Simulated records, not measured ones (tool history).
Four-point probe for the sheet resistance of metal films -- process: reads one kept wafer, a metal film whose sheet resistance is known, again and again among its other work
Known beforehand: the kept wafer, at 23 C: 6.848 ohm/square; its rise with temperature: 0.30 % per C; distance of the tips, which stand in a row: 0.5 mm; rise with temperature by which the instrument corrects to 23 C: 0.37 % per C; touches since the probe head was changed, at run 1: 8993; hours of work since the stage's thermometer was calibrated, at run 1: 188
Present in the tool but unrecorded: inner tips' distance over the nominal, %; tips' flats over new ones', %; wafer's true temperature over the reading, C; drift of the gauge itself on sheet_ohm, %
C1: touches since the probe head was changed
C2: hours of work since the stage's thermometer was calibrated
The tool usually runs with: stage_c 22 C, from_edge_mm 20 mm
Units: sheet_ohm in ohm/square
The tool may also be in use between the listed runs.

{"run": 1, "hour": 0.0, "stage_c": 22, "from_edge_mm": 20, "C1": 8993, "C2": 188, "sheet_ohm": 6.878102}
{"run": 2, "hour": 23.6, "stage_c": 34, "from_edge_mm": 20, "C1": 9568, "C2": 199, "sheet_ohm": 6.82264}
{"run": 3, "hour": 41.7, "stage_c": 34, "from_edge_mm": 20, "C1": 10008, "C2": 207, "sheet_ohm": 6.823368}
{"run": 4, "hour": 54.0, "stage_c": 34, "from_edge_mm": 26, "C1": 10305, "C2": 213, "sheet_ohm": 6.823378}
{"run": 5, "hour": 64.0, "stage_c": 22, "from_edge_mm": 57, "C1": 10550, "C2": 218, "sheet_ohm": 6.877311}
{"run": 6, "hour": 83.6, "stage_c": 22, "from_edge_mm": 57, "C1": 11026, "C2": 227, "sheet_ohm": 6.878676}
{"run": 7, "hour": 94.9, "stage_c": 22, "from_edge_mm": 57, "C1": 11302, "C2": 232, "sheet_ohm": 6.879497}
{"run": 8, "hour": 113.1, "stage_c": 32, "from_edge_mm": 20, "C1": 11744, "C2": 240, "sheet_ohm": 6.836045}
{"run": 9, "hour": 135.2, "stage_c": 32, "from_edge_mm": 20, "C1": 12283, "C2": 251, "sheet_ohm": 6.835103}
{"run": 10, "hour": 148.3, "stage_c": 32, "from_edge_mm": 20, "C1": 12602, "C2": 257, "sheet_ohm": 6.835118}
{"run": 11, "hour": 160.3, "stage_c": 32, "from_edge_mm": 20, "C1": 12893, "C2": 262, "sheet_ohm": 6.836652}
{"run": 12, "hour": 171.5, "stage_c": 22, "from_edge_mm": 20, "C1": 13166, "C2": 267, "sheet_ohm": 6.882113}
{"run": 13, "hour": 193.4, "stage_c": 22, "from_edge_mm": 20, "C1": 13699, "C2": 278, "sheet_ohm": 6.883825}
{"run": 14, "hour": 204.2, "stage_c": 22, "from_edge_mm": 20, "C1": 13961, "C2": 283, "sheet_ohm": 6.883473}
{"run": 15, "hour": 222.6, "stage_c": 32, "from_edge_mm": 20, "C1": 14408, "C2": 291, "sheet_ohm": 6.840004}
{"run": 16, "hour": 241.8, "stage_c": 32, "from_edge_mm": 20, "C1": 14877, "C2": 300, "sheet_ohm": 6.838327}
{"run": 17, "hour": 260.3, "stage_c": 32, "from_edge_mm": 20, "C1": 15325, "C2": 308, "sheet_ohm": 6.839478}
{"run": 18, "hour": 275.9, "stage_c": 22, "from_edge_mm": 20, "C1": 15705, "C2": 316, "sheet_ohm": 6.885801}
{"run": 19, "hour": 292.6, "stage_c": 22, "from_edge_mm": 20, "C1": 16112, "C2": 323, "sheet_ohm": 6.888043}
{"run": 20, "hour": 304.1, "stage_c": 22, "from_edge_mm": 20, "C1": 16391, "C2": 329, "sheet_ohm": 6.885884}
{"run": 21, "hour": 314.4, "stage_c": 22, "from_edge_mm": 20, "C1": 16641, "C2": 333, "sheet_ohm": 6.886755}
{"run": 22, "hour": 327.4, "stage_c": 21, "from_edge_mm": 20, "C1": 16959, "C2": 340, "sheet_ohm": 6.890607}
{"run": 23, "hour": 342.9, "stage_c": 33, "from_edge_mm": 15, "C1": 17335, "C2": 347, "sheet_ohm": 6.842917}
{"run": 24, "hour": 360.1, "stage_c": 22, "from_edge_mm": 8, "C1": 17753, "C2": 355, "sheet_ohm": 6.898595}
{"run": 25, "hour": 381.2, "stage_c": 22, "from_edge_mm": 8, "C1": 18267, "C2": 364, "sheet_ohm": 6.902886}
{"run": 26, "hour": 394.6, "stage_c": 22, "from_edge_mm": 8, "C1": 18593, "C2": 371, "sheet_ohm": 6.901001}
{"run": 27, "hour": 404.3, "stage_c": 22, "from_edge_mm": 8, "C1": 18829, "C2": 375, "sheet_ohm": 6.902249}
{"run": 28, "hour": 415.3, "stage_c": 27, "from_edge_mm": 9, "C1": 19096, "C2": 380, "sheet_ohm": 6.876984}
{"run": 29, "hour": 425.7, "stage_c": 27, "from_edge_mm": 9, "C1": 19349, "C2": 385, "sheet_ohm": 6.876973}
{"run": 30, "hour": 440.0, "stage_c": 21, "from_edge_mm": 8, "C1": 19698, "C2": 392, "sheet_ohm": 6.90749}
{"run": 31, "hour": 458.2, "stage_c": 22, "from_edge_mm": 11, "C1": 20140, "C2": 400, "sheet_ohm": 6.897173}
{"run": 32, "hour": 480.0, "stage_c": 26, "from_edge_mm": 19, "C1": 20671, "C2": 410, "sheet_ohm": 6.875131}
{"run": 33, "hour": 496.8, "stage_c": 26, "from_edge_mm": 3, "C1": 21079, "C2": 418, "sheet_ohm": 6.973829}
{"run": 34, "hour": 508.6, "stage_c": 22, "from_edge_mm": 17, "C1": 21367, "C2": 423, "sheet_ohm": 6.893719}
{"run": 35, "hour": 522.3, "stage_c": 27, "from_edge_mm": 3, "C1": 21699, "C2": 430, "sheet_ohm": 6.966851}
{"run": 36, "hour": 533.5, "stage_c": 18, "from_edge_mm": 11, "C1": 21973, "C2": 435, "sheet_ohm": 6.920223}
{"run": 37, "hour": 547.6, "stage_c": 18, "from_edge_mm": 11, "C1": 22316, "C2": 441, "sheet_ohm": 6.921732}
{"run": 38, "hour": 567.1, "stage_c": 20, "from_edge_mm": 9, "C1": 22790, "C2": 450, "sheet_ohm": 6.913092}
{"run": 39, "hour": 588.0, "stage_c": 20, "from_edge_mm": 9, "C1": 23299, "C2": 460, "sheet_ohm": 6.914958}

Run 40 is up next; what results do you expect?
{"run": 40, "hour": 605.1, "stage_c": 22, "from_edge_mm": 26, "C1": 23713, "C2": 468, "sheet_ohm": "?"}

Logged for run 40: sheet_ohm 6.894297 ohm/square.
Without the tool's hidden state the same run would have given sheet_ohm 6.852881 ohm/square.
